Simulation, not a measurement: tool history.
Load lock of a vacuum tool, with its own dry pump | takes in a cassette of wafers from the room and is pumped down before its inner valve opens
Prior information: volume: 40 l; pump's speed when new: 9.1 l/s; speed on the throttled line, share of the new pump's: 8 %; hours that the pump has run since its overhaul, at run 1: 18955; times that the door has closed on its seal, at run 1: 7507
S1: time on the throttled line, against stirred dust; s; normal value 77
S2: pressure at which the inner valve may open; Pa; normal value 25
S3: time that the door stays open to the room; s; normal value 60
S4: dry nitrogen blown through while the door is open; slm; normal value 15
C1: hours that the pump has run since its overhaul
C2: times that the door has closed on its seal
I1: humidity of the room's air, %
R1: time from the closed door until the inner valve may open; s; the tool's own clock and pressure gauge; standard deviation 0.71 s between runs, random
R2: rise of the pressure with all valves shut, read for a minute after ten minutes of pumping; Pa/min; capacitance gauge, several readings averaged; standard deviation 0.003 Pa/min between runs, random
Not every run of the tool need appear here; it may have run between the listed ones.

run	day	S1	S2	S3	S4	C1	C2	I1	R1	R2
1	0	77	25	60	15	18955	7507	46.9	117.9	0.033
2	6.512	77	25	60	15	19111	7782	40.8	117.1	0.027
3	12.996	77	25	60	15	19267	8056	43.3	116.4	0.031
4	19.775	77	25	60	15	19429	8342	44.5	118.9	0.032
# day 20.962: dry pump taken out, an overhauled one fitted
5	25.025	77	25	60	15	98	8554	47.3	108.5	0.031
6	35.033	68	25	60	15	338	8977	41.5	99.5	0.035
7	41.4	77	25	60	15	491	9245	44.5	107.1	0.035
8	52.788	77	25	60	19	764	9727	46.8	107.1	0.036
9	61.579	77	25	60	19	975	10098	46	108.5	0.024
10	71.325	77	25	60	19	1209	10510	43.8	107.8	0.032
11	80.371	77	25	60	15	1426	10892	44.7	107.2	0.033
12	91.321	77	25	60	15	1689	11354	46.6	107	0.041
13	102.429	77	25	60	15	1955	11824	42.6	108.9	0.036
14	113.525	82	25	60	15	2222	12292	46.7	113.3	0.035
15	124.325	82	25	60	11	2481	12749	45.9	114.6	0.047
16	133.362	77	25	60	5	2698	13130	43.3	107.5	0.051
17	144.829	77	25	60	5	2973	13615	48.9	109.2	0.054
18	152.838	77	25	208	34	3165	13953	44.1	107.4	0.038
19	157.908	77	25	208	34	3287	14167	48	107.5	0.034

Run 20 has not been measured yet. What should we expect?
20	166.404	77	25	208	34	3491	14526	44.8	?	?

R1: 109.5 s
R2: 0.04 Pa/min
On a tool with no hidden condition, and with the same random variation, this run would have come out at R1 108 s, R2 0.026 Pa/min.

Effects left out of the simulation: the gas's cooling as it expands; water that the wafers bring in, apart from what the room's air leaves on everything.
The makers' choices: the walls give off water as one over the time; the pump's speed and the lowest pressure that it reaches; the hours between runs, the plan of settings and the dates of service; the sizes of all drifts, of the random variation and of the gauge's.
